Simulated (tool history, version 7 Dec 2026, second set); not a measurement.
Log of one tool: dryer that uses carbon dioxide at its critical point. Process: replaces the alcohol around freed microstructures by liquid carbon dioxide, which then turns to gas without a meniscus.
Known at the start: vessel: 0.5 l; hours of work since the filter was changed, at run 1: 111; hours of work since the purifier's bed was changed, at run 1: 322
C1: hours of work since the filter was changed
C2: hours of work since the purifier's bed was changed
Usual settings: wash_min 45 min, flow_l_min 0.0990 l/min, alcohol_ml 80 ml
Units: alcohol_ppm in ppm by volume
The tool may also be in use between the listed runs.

Run 1, day 0.000: usual settings; C1 111; C2 322. Result: alcohol_ppm 79 ppm by volume.
Run 2, day 0.708: usual settings; C1 123; C2 335. Result: alcohol_ppm 83 ppm by volume.
Run 3, day 1.338: usual settings but wash_min 42 min; C1 134; C2 346. Result: alcohol_ppm 126 ppm by volume.
Run 4, day 2.283: usual settings but wash_min 42 min, alcohol_ml 27 ml; C1 151; C2 362. Result: alcohol_ppm 62 ppm by volume.
Run 5, day 2.829: usual settings but wash_min 50 min; C1 160; C2 372. Result: alcohol_ppm 72 ppm by volume.
Run 6, day 3.679: usual settings; C1 175; C2 386. Result: alcohol_ppm 102 ppm by volume.
Run 7, day 4.679: usual settings but flow_l_min 0.0921 l/min; C1 192; C2 404. Result: alcohol_ppm 144 ppm by volume.
Run 8, day 5.283: usual settings; C1 203; C2 414. Result: alcohol_ppm 111 ppm by volume.
Run 9, day 5.925: usual settings; C1 214; C2 425. Result: alcohol_ppm 106 ppm by volume.
Run 10, day 6.421: usual settings; C1 223; C2 434. Result: alcohol_ppm 120 ppm by volume.
Run 11, day 6.908: usual settings; C1 231; C2 442. Result: alcohol_ppm 117 ppm by volume.
Run 12, day 7.929: usual settings but alcohol_ml 67 ml; C1 249; C2 460. Result: alcohol_ppm 105 ppm by volume.
Run 13, day 8.638: usual settings but alcohol_ml 67 ml; C1 261; C2 473. Result: alcohol_ppm 109 ppm by volume.
Run 14, day 9.662: usual settings but flow_l_min 0.0755 l/min, alcohol_ml 67 ml; C1 279; C2 490. Result: alcohol_ppm 433 ppm by volume.
Run 15, day 10.333: usual settings but flow_l_min 0.0755 l/min, alcohol_ml 67 ml; C1 291; C2 502. Result: alcohol_ppm 433 ppm by volume.
Run 16, day 10.946: usual settings but flow_l_min 0.0755 l/min, alcohol_ml 67 ml; C1 301; C2 513. Result: alcohol_ppm 451 ppm by volume.
Run 17, day 11.504: usual settings but flow_l_min 0.0755 l/min, alcohol_ml 67 ml; C1 311; C2 522. Result: alcohol_ppm 470 ppm by volume.
Run 18, day 12.208: usual settings but flow_l_min 0.0755 l/min, alcohol_ml 67 ml; C1 323; C2 535. Result: alcohol_ppm 457 ppm by volume.
Run 19, day 13.167: usual settings but flow_l_min 0.0755 l/min, alcohol_ml 67 ml; C1 340; C2 551. Result: alcohol_ppm 487 ppm by volume.
Run 20, day 13.588: usual settings but flow_l_min 0.0755 l/min, alcohol_ml 67 ml; C1 347; C2 559. Result: alcohol_ppm 477 ppm by volume.
Run 21, day 14.429: usual settings but flow_l_min 0.0755 l/min, alcohol_ml 67 ml; C1 362; C2 573. Result: alcohol_ppm 507 ppm by volume.
Run 22, day 15.108: usual settings; C1 374; C2 585. Result: alcohol_ppm 156 ppm by volume.
Run 23, day 15.896: usual settings but alcohol_ml 50 ml; C1 387; C2 599. Result: alcohol_ppm 136 ppm by volume.
Run 24, day 16.729: usual settings but alcohol_ml 50 ml; C1 402; C2 613. Result: alcohol_ppm 119 ppm by volume.
Run 25, day 17.325: usual settings but flow_l_min 0.0962 l/min, alcohol_ml 33 ml; C1 412; C2 624. Result: alcohol_ppm 126 ppm by volume.
Run 26, day 17.892: usual settings but flow_l_min 0.1256 l/min, alcohol_ml 37 ml; C1 422; C2 634. Result: alcohol_ppm 81 ppm by volume.
Run 27, day 18.762: usual settings but flow_l_min 0.0667 l/min, alcohol_ml 25 ml; C1 437; C2 649. Result: alcohol_ppm 439 ppm by volume.
Run 28, day 19.300: usual settings but wash_min 53 min, flow_l_min 0.0640 l/min, alcohol_ml 82 ml; C1 447; C2 658. Result: alcohol_ppm 715 ppm by volume.
Run 29, day 20.317: usual settings but wash_min 53 min, flow_l_min 0.0640 l/min, alcohol_ml 82 ml; C1 464; C2 676. Result: alcohol_ppm 757 ppm by volume.
Run 30, day 20.746: usual settings but wash_min 53 min, flow_l_min 0.0640 l/min, alcohol_ml 82 ml; C1 472; C2 683. Result: alcohol_ppm 745 ppm by volume.
Run 31, day 21.188: usual settings but wash_min 30 min, flow_l_min 0.0640 l/min, alcohol_ml 82 ml; C1 480; C2 691. Result: alcohol_ppm 7403 ppm by volume.
Run 32, day 21.621: usual settings but wash_min 44 min, flow_l_min 0.1241 l/min; C1 487; C2 698. Result: alcohol_ppm 93 ppm by volume.
Run 33, day 22.275: usual settings but wash_min 44 min, flow_l_min 0.0605 l/min, alcohol_ml 81 ml; C1 498; C2 710. Result: alcohol_ppm 2382 ppm by volume.
Run 34, day 22.750: usual settings but wash_min 61 min, flow_l_min 0.1628 l/min, alcohol_ml 24 ml; C1 507; C2 718. Result: alcohol_ppm 92 ppm by volume.
Run 35, day 23.329: usual settings but wash_min 61 min, flow_l_min 0.1628 l/min, alcohol_ml 24 ml; C1 517; C2 728. Result: alcohol_ppm 91 ppm by volume.
Run 36, day 23.762: usual settings but wash_min 61 min, flow_l_min 0.1628 l/min, alcohol_ml 24 ml; C1 524; C2 736. Result: alcohol_ppm 99 ppm by volume.
Run 37, day 24.379: usual settings but wash_min 29 min, flow_l_min 0.1628 l/min, alcohol_ml 60 ml; C1 535; C2 746. Result: alcohol_ppm 134 ppm by volume.
Run 38, day 25.046: usual settings but wash_min 32 min, flow_l_min 0.0737 l/min, alcohol_ml 60 ml; C1 547; C2 758. Result: alcohol_ppm 2868 ppm by volume.
Run 39, day 25.588: usual settings but wash_min 64 min, flow_l_min 0.1097 l/min; C1 556; C2 767. Result: alcohol_ppm 93 ppm by volume.
At day 26.367: inlet filter changed.
Run 40, day 26.542: usual settings but flow_l_min 0.1505 l/min; C1 3; C2 783. Result: alcohol_ppm 98 ppm by volume.
Run 41, day 27.171: usual settings but flow_l_min 0.1505 l/min; C1 14; C2 794. Result: alcohol_ppm 98 ppm by volume.
Run 42, day 28.067: usual settings but wash_min 50 min, flow_l_min 0.1146 l/min, alcohol_ml 40 ml; C1 30; C2 810. Result: alcohol_ppm 100 ppm by volume.
Run 43, day 28.604: usual settings but wash_min 50 min, flow_l_min 0.1146 l/min, alcohol_ml 40 ml; C1 39; C2 819. Result: alcohol_ppm 105 ppm by volume.
Run 44, day 29.425: usual settings but wash_min 50 min, flow_l_min 0.1146 l/min, alcohol_ml 40 ml; C1 53; C2 833. Result: alcohol_ppm 97 ppm by volume.
Run 45, day 30.129: usual settings but wash_min 50 min, flow_l_min 0.1146 l/min, alcohol_ml 40 ml; C1 65; C2 846. Result: alcohol_ppm 111 ppm by volume.
Run 46, day 30.571: usual settings but wash_min 50 min, flow_l_min 0.1146 l/min, alcohol_ml 40 ml; C1 73; C2 853. Result: alcohol_ppm 100 ppm by volume.
Run 47, day 31.188: usual settings but flow_l_min 0.1196 l/min, alcohol_ml 20 ml; C1 84; C2 864. Result: alcohol_ppm 104 ppm by volume.

Hidden state at the last listed run before each entry between runs and at the first one after, where it differs:
Between runs 39 and 40: inlet filter changed (day 26.367)
  flow that reaches the vessel past the clogged filter, %: 83.7 -> 99.8; alcohol in the recycled carbon dioxide, ppm: 95.7 -> 97.5
  measured less the result without the state, alcohol_ppm: +91 -> +92 ppm by volume
